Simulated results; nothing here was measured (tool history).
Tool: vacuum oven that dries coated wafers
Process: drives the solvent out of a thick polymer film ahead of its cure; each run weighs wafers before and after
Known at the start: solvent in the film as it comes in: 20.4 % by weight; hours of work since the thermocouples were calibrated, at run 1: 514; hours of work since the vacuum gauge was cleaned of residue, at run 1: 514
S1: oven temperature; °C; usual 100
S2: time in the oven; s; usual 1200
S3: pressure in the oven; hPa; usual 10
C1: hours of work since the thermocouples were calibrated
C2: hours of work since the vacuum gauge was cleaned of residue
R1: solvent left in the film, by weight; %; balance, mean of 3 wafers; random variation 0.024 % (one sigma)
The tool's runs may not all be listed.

Run 1, day 0: usual settings; C1 514; C2 514. Result: R1 2.33 %.
Run 2, day 2.421: usual settings but S2 1140 s; C1 549; C2 549. Result: R1 2.56 %.
Run 3, day 6.142: usual settings but S2 1140 s; C1 602; C2 602. Result: R1 2.57 %.
Run 4, day 8.696: usual settings but S3 36.3 hPa; C1 639; C2 639. Result: R1 3.53 %.
Run 5, day 12.9: usual settings; C1 700; C2 700. Result: R1 2.32 %.
Run 6, day 16: usual settings but S1 110 °C; C1 745; C2 745. Result: R1 0.95 %.
Run 7, day 18.567: usual settings but S1 110 °C; C1 782; C2 782. Result: R1 0.92 %.
Run 8, day 22.533: usual settings but S1 112 °C; C1 839; C2 839. Result: R1 0.79 %.
Run 9, day 25.121: usual settings but S1 93 °C; C1 876; C2 876. Result: R1 4.05 %.
Run 10, day 29.354: usual settings but S1 101 °C, S2 1560 s, S3 9.6 hPa; C1 937; C2 937. Result: R1 1.39 %.
Run 11, day 32.008: usual settings but S1 88 °C, S2 720 s, S3 7.6 hPa; C1 975; C2 975. Result: R1 8.26 %.
Run 12, day 34.154: usual settings but S1 106 °C, S2 1140 s, S3 23.2 hPa; C1 1006; C2 1006. Result: R1 2.02 %.
Run 13, day 38.904: usual settings but S1 106 °C, S2 1620 s, S3 5.4 hPa; C1 1075; C2 1075. Result: R1 0.68 %.
Run 14, day 43.317: usual settings but S1 106 °C, S2 1620 s, S3 5.4 hPa; C1 1138; C2 1138. Result: R1 0.71 %.

Forecast each of these 4 alternatives for the next run:
Run A, day 46.117: usual settings but S3 21.9 hPa; C1 1179; C2 1179. Result: R1 ?.
Run B, day 46.117: usual settings but S2 900 s, S3 8.1 hPa; C1 1179; C2 1179. Result: R1 ?.
Run C, day 46.117: usual settings but S1 95 °C, S2 660 s, S3 5.4 hPa; C1 1179; C2 1179. Result: R1 ?.
Run D, day 46.117: usual settings but S2 2040 s, S3 21.1 hPa; C1 1179; C2 1179. Result: R1 ?.

run    R1
  A  2.99
  B  3.53
  C  6.59
  D   1.6
Without the tool's hidden state the same runs would have given:
run    R1
  A  3.03
  B  3.63
  C  6.75
  D  1.48
